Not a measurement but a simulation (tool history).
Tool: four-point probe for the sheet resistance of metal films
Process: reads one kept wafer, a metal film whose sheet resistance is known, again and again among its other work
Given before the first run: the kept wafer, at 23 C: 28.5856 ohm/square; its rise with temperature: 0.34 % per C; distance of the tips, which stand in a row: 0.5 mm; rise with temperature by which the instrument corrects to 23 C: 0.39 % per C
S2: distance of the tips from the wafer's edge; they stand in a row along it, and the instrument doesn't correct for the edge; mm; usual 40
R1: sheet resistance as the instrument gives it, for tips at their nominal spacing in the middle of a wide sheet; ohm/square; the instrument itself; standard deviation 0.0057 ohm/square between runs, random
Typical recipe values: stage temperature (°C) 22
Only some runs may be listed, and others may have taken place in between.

Run 1, hour 0.0: usual settings. Result: R1 28.558974 ohm/square.
Run 2, hour 23.7: usual settings but stage temperature (°C) 21. Result: R1 28.577981 ohm/square.
Run 3, hour 48.6: usual settings. Result: R1 28.560604 ohm/square.
Run 4, hour 74.0: usual settings but S2 28 mm. Result: R1 28.564148 ohm/square.
Run 5, hour 88.6: usual settings but S2 28 mm. Result: R1 28.572501 ohm/square.
Run 6, hour 112.1: usual settings but S2 28 mm. Result: R1 28.559536 ohm/square.
Run 7, hour 133.0: usual settings but S2 28 mm. Result: R1 28.568344 ohm/square.
Run 8, hour 162.2: usual settings but stage temperature (°C) 23, S2 45 mm. Result: R1 28.548051 ohm/square.
Run 9, hour 175.5: usual settings but stage temperature (°C) 28, S2 21 mm. Result: R1 28.484020 ohm/square.
Run 10, hour 195.1: usual settings but stage temperature (°C) 28, S2 21 mm. Result: R1 28.468361 ohm/square.
At hour 197.4: stage's thermometer calibrated.
Run 11, hour 219.4: usual settings but stage temperature (°C) 28, S2 21 mm. Result: R1 28.487648 ohm/square.
Run 12, hour 246.9: usual settings but stage temperature (°C) 28, S2 21 mm. Result: R1 28.494725 ohm/square.
Run 13, hour 259.3: usual settings but S2 4 mm. Result: R1 28.819908 ohm/square.

3 options for the next run, each taken on its own from the tool as it stands now. Forecast them:
Run A, hour 281.4: usual settings but stage temperature (°C) 24, S2 9 mm. Result: R1 ?.
Run B, hour 281.4: usual settings but stage temperature (°C) 28, S2 8 mm. Result: R1 ?.
Run C, hour 281.4: usual settings but stage temperature (°C) 19, S2 13 mm. Result: R1 ?.

run         R1
  A  28.605465
  B  28.548604
  C  28.639010
Had the tool no hidden state, the same runs would have come out as:
run         R1
  A  28.630069
  B  28.573999
  C  28.662560

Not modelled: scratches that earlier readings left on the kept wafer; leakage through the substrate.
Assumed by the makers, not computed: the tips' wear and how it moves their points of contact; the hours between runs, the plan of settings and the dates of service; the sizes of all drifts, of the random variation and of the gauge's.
